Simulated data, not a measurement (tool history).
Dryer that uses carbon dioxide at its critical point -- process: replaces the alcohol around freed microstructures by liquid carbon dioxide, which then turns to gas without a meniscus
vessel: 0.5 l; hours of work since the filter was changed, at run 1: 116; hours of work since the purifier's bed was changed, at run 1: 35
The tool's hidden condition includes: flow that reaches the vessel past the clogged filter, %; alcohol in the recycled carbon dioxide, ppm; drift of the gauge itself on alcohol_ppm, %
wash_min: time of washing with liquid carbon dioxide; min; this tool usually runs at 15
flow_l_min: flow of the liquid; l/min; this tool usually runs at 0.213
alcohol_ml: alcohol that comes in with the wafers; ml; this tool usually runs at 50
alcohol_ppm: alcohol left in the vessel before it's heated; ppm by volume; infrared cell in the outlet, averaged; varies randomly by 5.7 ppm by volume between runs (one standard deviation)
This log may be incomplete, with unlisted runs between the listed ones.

| run | hour | wash_min | flow_l_min | alcohol_ml | hours of work since the filter was changed | hours of work since the purifier's bed was changed | alcohol_ppm |
|---|---|---|---|---|---|---|---|
| 1 | 0.0 | 15 | 0.213 | 50 | 116 | 35 | 252 |
| 2 | 8.4 | 15 | 0.213 | 50 | 121 | 40 | 250 |
| 3 | 23.6 | 15 | 0.213 | 50 | 131 | 49 | 260 |
| 4 | 30.7 | 15 | 0.218 | 50 | 135 | 54 | 241 |
| 5 | 40.4 | 15 | 0.218 | 50 | 141 | 60 | 229 |
| 6 | 48.1 | 15 | 0.218 | 50 | 146 | 65 | 236 |
| 7 | 58.9 | 15 | 0.179 | 50 | 152 | 71 | 654 |
| 8 | 74.9 | 15 | 0.179 | 50 | 162 | 81 | 677 |
| 9 | 81.9 | 15 | 0.276 | 50 | 166 | 85 | 69 |
| 10 | 97.6 | 15 | 0.276 | 50 | 176 | 95 | 77 |
| 11 | 108.4 | 15 | 0.276 | 50 | 183 | 102 | 78 |
| 12 | 117.4 | 13 | 0.292 | 70 | 188 | 107 | 176 |
| 13 | 131.2 | 12 | 0.207 | 44 | 197 | 116 | 936 |
| 14 | 144.7 | 12 | 0.207 | 44 | 205 | 124 | 981 |
| 15 | 155.9 | 15 | 0.286 | 50 | 212 | 131 | 78 |
|  | 161.5 | inlet filter changed |
| 16 | 165.1 | 15 | 0.286 | 50 | 2 | 136 | 55 |
| 17 | 172.7 | 11 | 0.222 | 50 | 7 | 141 | 857 |
| 18 | 181.1 | 15 | 0.350 | 20 | 12 | 146 | 47 |

Alternative continuations, all from the tool just after run 18; predict every row:
| A | 193.2 | 16 | 0.213 | 33 | 20 | 153 | ? |
| B | 193.2 | 13 | 0.320 | 20 | 20 | 153 | ? |
| C | 193.2 | 15 | 0.301 | 21 | 20 | 153 | ? |
| D | 193.2 | 15 | 0.213 | 21 | 20 | 153 | ? |
| E | 193.2 | 15 | 0.289 | 30 | 20 | 153 | ? |

| run | alcohol_ppm |
|---|---|
| A | 124 |
| B | 53 |
| C | 45 |
| D | 115 |
| E | 47 |
What these runs would have given with no unlogged condition in the tool:
| run | alcohol_ppm |
|---|---|
| A | 85 |
| B | 19 |
| C | 12 |
| D | 78 |
| E | 13 |
